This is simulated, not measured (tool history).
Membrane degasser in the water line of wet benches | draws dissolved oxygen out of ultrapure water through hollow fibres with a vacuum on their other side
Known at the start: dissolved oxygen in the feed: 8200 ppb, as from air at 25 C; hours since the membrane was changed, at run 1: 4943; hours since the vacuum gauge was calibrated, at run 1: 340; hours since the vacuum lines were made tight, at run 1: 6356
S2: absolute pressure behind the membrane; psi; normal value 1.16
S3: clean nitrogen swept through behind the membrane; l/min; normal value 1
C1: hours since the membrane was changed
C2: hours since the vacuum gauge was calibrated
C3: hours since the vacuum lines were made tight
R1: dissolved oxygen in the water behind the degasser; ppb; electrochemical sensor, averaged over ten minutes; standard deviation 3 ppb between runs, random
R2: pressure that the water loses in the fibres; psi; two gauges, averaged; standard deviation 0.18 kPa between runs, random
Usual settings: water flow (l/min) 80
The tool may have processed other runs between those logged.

run 1 hour=0 | water_flow_(l/min)=80 S2=1.16 S3=1 | C1=4943 C2=340 C3=6356 | R1=608.9 R2=4.625
run 2 hour=107 | water_flow_(l/min)=80 S2=1.16 S3=1 | C1=5050 C2=447 C3=6463 | R1=611.5 R2=4.605
run 3 hour=339.8 | water_flow_(l/min)=80 S2=1.16 S3=1 | C1=5283 C2=679 C3=6696 | R1=614.8 R2=4.617
run 4 hour=470.2 | water_flow_(l/min)=80 S2=1.16 S3=1 | C1=5413 C2=810 C3=6826 | R1=612.3 R2=4.601
run 5 hour=718.3 | water_flow_(l/min)=80 S2=1.16 S3=1 | C1=5661 C2=1058 C3=7074 | R1=610.9 R2=4.628
run 6 hour=879.5 | water_flow_(l/min)=80 S2=1.16 S3=1 | C1=5822 C2=1219 C3=7235 | R1=611.5 R2=4.593
run 7 hour=1119 | water_flow_(l/min)=80 S2=1.16 S3=1 | C1=6062 C2=1459 C3=7475 | R1=611.5 R2=4.589
run 8 hour=1289.3 | water_flow_(l/min)=80 S2=1.16 S3=2.55 | C1=6232 C2=1629 C3=7645 | R1=308.3 R2=4.593
run 9 hour=1508.1 | water_flow_(l/min)=80 S2=1.16 S3=1 | C1=6451 C2=1848 C3=7864 | R1=610 R2=4.567
run 10 hour=1678 | water_flow_(l/min)=80 S2=1.16 S3=1 | C1=6621 C2=2018 C3=8034 | R1=610.6 R2=4.566
run 11 hour=1888.6 | water_flow_(l/min)=80 S2=1.16 S3=1 | C1=6831 C2=2228 C3=8245 | R1=616.8 R2=4.598
run 12 hour=2078.4 | water_flow_(l/min)=80 S2=0.756 S3=1 | C1=7021 C2=2418 C3=8434 | R1=267.4 R2=4.569
run 13 hour=2326.6 | water_flow_(l/min)=80 S2=0.756 S3=1 | C1=7269 C2=2666 C3=8682 | R1=266.6 R2=4.606
run 14 hour=2476.8 | water_flow_(l/min)=80 S2=1.16 S3=0.43 | C1=7420 C2=2816 C3=8833 | R1=981 R2=4.556
run 15 hour=2660 | water_flow_(l/min)=85 S2=1.16 S3=1 | C1=7603 C2=3000 C3=9016 | R1=636.7 R2=4.91
run 16 hour=2895.7 | water_flow_(l/min)=85 S2=1.16 S3=1 | C1=7838 C2=3235 C3=9252 | R1=633.5 R2=4.859
run 17 hour=3036.7 | water_flow_(l/min)=85 S2=2.734 S3=1 | C1=7980 C2=3376 C3=9393 | R1=1838.5 R2=4.856
-- hour=3092.5 vacuum gauge calibrated
run 18 hour=3189 | water_flow_(l/min)=85 S2=2.734 S3=1 | C1=8131 C2=96 C3=9544 | R1=1832.3 R2=4.869
run 19 hour=3371.9 | water_flow_(l/min)=85 S2=2.734 S3=1 | C1=8314 C2=279 C3=9727 | R1=1827.3 R2=4.833
run 20 hour=3560 | water_flow_(l/min)=91 S2=2.308 S3=0.69 | C1=8502 C2=467 C3=9915 | R1=1968.1 R2=5.232
run 21 hour=3804.4 | water_flow_(l/min)=55 S2=0.872 S3=0.69 | C1=8747 C2=712 C3=10160 | R1=367.9 R2=3.131
run 22 hour=4038.1 | water_flow_(l/min)=80 S2=1.603 S3=1 | C1=8980 C2=946 C3=10394 | R1=966.9 R2=4.569
run 23 hour=4163.8 | water_flow_(l/min)=121 S2=1.291 S3=1.56 | C1=9106 C2=1071 C3=10519 | R1=724.2 R2=6.928
run 24 hour=4416.6 | water_flow_(l/min)=80 S2=1.292 S3=1 | C1=9359 C2=1324 C3=10772 | R1=725.2 R2=4.553
run 25 hour=4578.2 | water_flow_(l/min)=73 S2=2.599 S3=0.79 | C1=9521 C2=1486 C3=10934 | R1=1839.9 R2=4.21
-- hour=4674.5 seals of the vacuum lines changed
run 26 hour=4770 | water_flow_(l/min)=66 S2=2.177 S3=1 | C1=9710 C2=1675 C3=96 | R1=1243.9 R2=3.846
run 27 hour=4890.8 | water_flow_(l/min)=54 S2=0.944 S3=0.48 | C1=9831 C2=1796 C3=216 | R1=524.6 R2=3.118
run 28 hour=5091.6 | water_flow_(l/min)=80 S2=1.16 S3=0.93 | C1=10032 C2=1997 C3=417 | R1=649.5 R2=4.67
run 29 hour=5265.1 | water_flow_(l/min)=89 S2=1.16 S3=0.93 | C1=10205 C2=2171 C3=591 | R1=681.8 R2=5.11
run 30 hour=5486.1 | water_flow_(l/min)=120 S2=1.459 S3=0.52 | C1=10426 C2=2392 C3=812 | R1=1492.3 R2=6.902
run 31 hour=5719.8 | water_flow_(l/min)=48 S2=1.16 S3=1 | C1=10660 C2=2625 C3=1045 | R1=424 R2=2.754

Describe how what the log doesn't record of the tool's condition differs between the last listed run preceding each entry between runs and the first listed run following it.
Run 17 -> run 18: vacuum gauge calibrated (hour 3092.5)
  no hidden state differs between the two runs
Run 25 -> run 26: seals of the vacuum lines changed (hour 4674.5)
  air that leaks in behind the membrane, l/min: 0.0025 -> 0.002

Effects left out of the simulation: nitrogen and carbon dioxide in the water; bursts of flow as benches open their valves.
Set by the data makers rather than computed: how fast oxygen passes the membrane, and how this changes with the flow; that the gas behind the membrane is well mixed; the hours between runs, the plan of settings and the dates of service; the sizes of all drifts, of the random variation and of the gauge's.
